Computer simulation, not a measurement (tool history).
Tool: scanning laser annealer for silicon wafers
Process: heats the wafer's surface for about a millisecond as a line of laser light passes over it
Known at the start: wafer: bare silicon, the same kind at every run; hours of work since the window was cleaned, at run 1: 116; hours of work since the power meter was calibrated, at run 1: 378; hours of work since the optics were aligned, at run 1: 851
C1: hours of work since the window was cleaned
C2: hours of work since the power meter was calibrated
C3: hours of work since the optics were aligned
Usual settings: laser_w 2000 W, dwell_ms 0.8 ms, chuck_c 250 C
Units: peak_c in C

{"run": 1, "hour": 0.0, "laser_w": 2000, "dwell_ms": 0.8, "chuck_c": 250, "C1": 116, "C2": 378, "C3": 851, "peak_c": 923}
{"run": 2, "hour": 20.7, "laser_w": 2000, "dwell_ms": 0.8, "chuck_c": 240, "C1": 126, "C2": 388, "C3": 861, "peak_c": 911}
{"run": 3, "hour": 33.0, "laser_w": 2000, "dwell_ms": 0.8, "chuck_c": 240, "C1": 132, "C2": 394, "C3": 867, "peak_c": 913}
{"run": 4, "hour": 56.6, "laser_w": 2000, "dwell_ms": 0.8, "chuck_c": 240, "C1": 144, "C2": 406, "C3": 879, "peak_c": 907}
{"run": 5, "hour": 80.8, "laser_w": 2117, "dwell_ms": 0.8, "chuck_c": 240, "C1": 155, "C2": 418, "C3": 890, "peak_c": 959}
{"run": 6, "hour": 104.9, "laser_w": 2117, "dwell_ms": 0.8, "chuck_c": 240, "C1": 167, "C2": 429, "C3": 902, "peak_c": 957}

Forecast run 7:
{"run": 7, "hour": 127.1, "laser_w": 2117, "dwell_ms": 0.8, "chuck_c": 240, "C1": 178, "C2": 440, "C3": 913, "peak_c": "?"}

Run 7 gave peak_c 953 C.
Without the tool's hidden state the same run would have given peak_c 994 C.

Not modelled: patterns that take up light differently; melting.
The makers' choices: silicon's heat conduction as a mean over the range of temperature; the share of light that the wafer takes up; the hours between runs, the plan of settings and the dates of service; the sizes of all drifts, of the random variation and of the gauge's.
